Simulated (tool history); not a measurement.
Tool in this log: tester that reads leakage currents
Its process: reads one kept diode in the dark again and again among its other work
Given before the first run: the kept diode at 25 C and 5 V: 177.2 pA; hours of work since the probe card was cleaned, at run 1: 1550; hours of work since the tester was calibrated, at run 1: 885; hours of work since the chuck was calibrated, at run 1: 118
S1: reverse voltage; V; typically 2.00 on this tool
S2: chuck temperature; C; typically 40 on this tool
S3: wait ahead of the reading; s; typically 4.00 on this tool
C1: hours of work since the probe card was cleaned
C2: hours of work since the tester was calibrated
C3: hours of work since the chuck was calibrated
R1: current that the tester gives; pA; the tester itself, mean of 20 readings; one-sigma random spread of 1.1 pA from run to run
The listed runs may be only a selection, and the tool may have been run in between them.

run,hour,S1,S2,S3,C1,C2,C3,R1
1,0.0,2.00,40,4.00,1550,885,118,365.30
2,56.1,3.42,40,4.00,1572,908,140,444.19
3,162.4,3.42,40,4.00,1615,951,183,442.75
# hour 193.4: probe card cleaned and baked
4,258.4,2.00,40,4.00,26,988,221,364.07
5,317.2,2.00,44,4.00,50,1012,244,477.92
6,409.1,2.00,44,4.00,87,1049,281,474.53
7,515.2,2.00,40,4.00,129,1091,324,368.10
8,651.0,2.00,40,4.00,184,1146,378,366.90
9,733.7,18.54,40,4.00,217,1179,412,813.40
10,815.0,1.82,25,6.30,250,1212,444,126.14
11,948.2,1.82,30,6.30,303,1265,498,180.94
12,1063.3,7.67,42,6.30,350,1312,544,681.67
13,1197.3,1.81,59,4.00,403,1365,598,1172.15
14,1334.6,2.96,45,9.73,459,1421,653,593.53
15,1459.1,2.60,45,3.68,509,1471,703,565.04
16,1515.8,2.60,45,3.68,531,1493,726,566.00
17,1654.0,12.92,45,0.39,587,1549,781,1003.16

Predict each of these 5 candidate next runs independently; none follows another, all start after run 17:
A,1732.8,3.72,46,4.00,619,1581,813,?
B,1732.8,2.00,40,0.33,619,1581,813,?
C,1732.8,2.95,40,4.00,619,1581,813,?
D,1732.8,3.23,46,0.56,619,1581,813,?
E,1732.8,2.00,20,4.00,619,1581,813,?

run,R1
A,690.22
B,375.10
C,431.38
D,655.26
E,91.90
Without the tool's unlogged condition, the same runs would have read:
run,R1
A,670.78
B,364.25
C,418.69
D,636.91
E,88.52
